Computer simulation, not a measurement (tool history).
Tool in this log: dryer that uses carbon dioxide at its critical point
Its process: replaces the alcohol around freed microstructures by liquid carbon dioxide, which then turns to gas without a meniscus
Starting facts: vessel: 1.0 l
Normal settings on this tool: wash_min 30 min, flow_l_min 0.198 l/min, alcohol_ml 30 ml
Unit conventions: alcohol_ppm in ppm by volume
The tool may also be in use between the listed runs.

Run 1, day 0: usual settings. Result: alcohol_ppm 274 ppm by volume.
Run 2, day 1.496: usual settings. Result: alcohol_ppm 301 ppm by volume.
Run 3, day 2.458: usual settings. Result: alcohol_ppm 303 ppm by volume.
Run 4, day 3.817: usual settings. Result: alcohol_ppm 313 ppm by volume.
Run 5, day 5.438: usual settings. Result: alcohol_ppm 330 ppm by volume.
Run 6, day 6.562: usual settings. Result: alcohol_ppm 324 ppm by volume.
Run 7, day 8.438: usual settings. Result: alcohol_ppm 342 ppm by volume.
Run 8, day 10.292: usual settings. Result: alcohol_ppm 362 ppm by volume.
Run 9, day 11.246: usual settings but alcohol_ml 27 ml. Result: alcohol_ppm 352 ppm by volume.
Run 10, day 12.133: usual settings. Result: alcohol_ppm 379 ppm by volume.
Run 11, day 13.346: usual settings. Result: alcohol_ppm 381 ppm by volume.
Run 12, day 14.692: usual settings. Result: alcohol_ppm 402 ppm by volume.
Run 13, day 15.775: usual settings. Result: alcohol_ppm 413 ppm by volume.
Run 14, day 17.629: usual settings but wash_min 43 min. Result: alcohol_ppm 249 ppm by volume.
Run 15, day 18.854: usual settings but wash_min 43 min. Result: alcohol_ppm 253 ppm by volume.
Run 16, day 20.129: usual settings but flow_l_min 0.184 l/min. Result: alcohol_ppm 528 ppm by volume.
Run 17, day 21.238: usual settings but flow_l_min 0.184 l/min. Result: alcohol_ppm 532 ppm by volume.
Run 18, day 22.792: usual settings but flow_l_min 0.184 l/min. Result: alcohol_ppm 563 ppm by volume.
Run 19, day 24.588: usual settings but flow_l_min 0.184 l/min. Result: alcohol_ppm 568 ppm by volume.
At day 25.871: purifier's bed changed.
Run 20, day 25.975: usual settings but wash_min 46 min, flow_l_min 0.184 l/min. Result: alcohol_ppm 39 ppm by volume.
Run 21, day 27.758: usual settings but wash_min 46 min, flow_l_min 0.184 l/min. Result: alcohol_ppm 42 ppm by volume.
Run 22, day 29.096: usual settings but wash_min 27 min, alcohol_ml 31 ml. Result: alcohol_ppm 377 ppm by volume.
At day 30.254: inlet filter changed.
Run 23, day 31.142: usual settings but alcohol_ml 109 ml. Result: alcohol_ppm 355 ppm by volume.
Run 24, day 32.55: usual settings but alcohol_ml 109 ml. Result: alcohol_ppm 380 ppm by volume.
Run 25, day 34.517: usual settings but wash_min 28 min, flow_l_min 0.179 l/min, alcohol_ml 87 ml. Result: alcohol_ppm 748 ppm by volume.
Run 26, day 36.062: usual settings but wash_min 21 min, flow_l_min 0.282 l/min, alcohol_ml 96 ml. Result: alcohol_ppm 372 ppm by volume.
Run 27, day 37.196: usual settings but wash_min 21 min, flow_l_min 0.282 l/min, alcohol_ml 96 ml. Result: alcohol_ppm 356 ppm by volume.
Run 28, day 38.946: usual settings but wash_min 21 min, flow_l_min 0.282 l/min, alcohol_ml 38 ml. Result: alcohol_ppm 197 ppm by volume.
Run 29, day 40.679: usual settings but wash_min 21 min, flow_l_min 0.282 l/min, alcohol_ml 38 ml. Result: alcohol_ppm 213 ppm by volume.
Run 30, day 42.117: usual settings but wash_min 27 min, flow_l_min 0.187 l/min, alcohol_ml 26 ml. Result: alcohol_ppm 301 ppm by volume.
Run 31, day 44.125: usual settings but wash_min 29 min, flow_l_min 0.252 l/min, alcohol_ml 43 ml. Result: alcohol_ppm 141 ppm by volume.
Run 32, day 45.596: usual settings but wash_min 47 min, flow_l_min 0.148 l/min, alcohol_ml 23 ml. Result: alcohol_ppm 136 ppm by volume.
Run 33, day 46.55: usual settings but wash_min 20 min, flow_l_min 0.305 l/min, alcohol_ml 104 ml. Result: alcohol_ppm 427 ppm by volume.
Run 34, day 48.221: usual settings but wash_min 44 min, flow_l_min 0.154 l/min. Result: alcohol_ppm 185 ppm by volume.
Run 35, day 49.883: usual settings but wash_min 38 min, alcohol_ml 24 ml. Result: alcohol_ppm 150 ppm by volume.
Run 36, day 50.729: usual settings but wash_min 38 min, alcohol_ml 24 ml. Result: alcohol_ppm 158 ppm by volume.
Run 37, day 52.017: usual settings but wash_min 38 min, alcohol_ml 24 ml. Result: alcohol_ppm 169 ppm by volume.
Run 38, day 53.017: usual settings but wash_min 28 min, flow_l_min 0.156 l/min. Result: alcohol_ppm 690 ppm by volume.
Run 39, day 54.938: usual settings but wash_min 21 min, flow_l_min 0.194 l/min, alcohol_ml 61 ml. Result: alcohol_ppm 1631 ppm by volume.
Run 40, day 56.479: usual settings but wash_min 29 min, flow_l_min 0.194 l/min, alcohol_ml 61 ml. Result: alcohol_ppm 524 ppm by volume.
Run 41, day 57.638: usual settings but wash_min 25 min, alcohol_ml 100 ml. Result: alcohol_ppm 1280 ppm by volume.
Run 42, day 58.979: usual settings but wash_min 37 min, flow_l_min 0.141 l/min, alcohol_ml 58 ml. Result: alcohol_ppm 744 ppm by volume.

For each run, the measured value with the value that run would have given without the tool's hidden condition subtracted. The run-to-run variation is shared by both, the gauge scatter possibly not:
Hidden conditions of the tool in this case: flow that reaches the vessel past the clogged filter, %; alcohol in the recycled carbon dioxide, ppm; drift of the gauge itself on alcohol_ppm, %.
run  alcohol_ppm
  1         +191
  2         +210
  3         +213
  4         +219
  5         +233
  6         +241
  7         +255
  8         +270
  9         +270
 10         +286
 11         +294
 12         +306
 13         +316
 14         +233
 15         +252
 16         +387
 17         +399
 18         +420
 19         +427
 20          +20
 21          +31
 22         +225
 23          +43
 24          +59
 25         +105
 26          +92
 27          +99
 28          +90
 29         +101
 30         +120
 31         +106
 32         +111
 33         +192
 34         +137
 35         +134
 36         +139
 37         +145
 38         +280
 39         +528
 40         +290
 41         +527
 42         +375
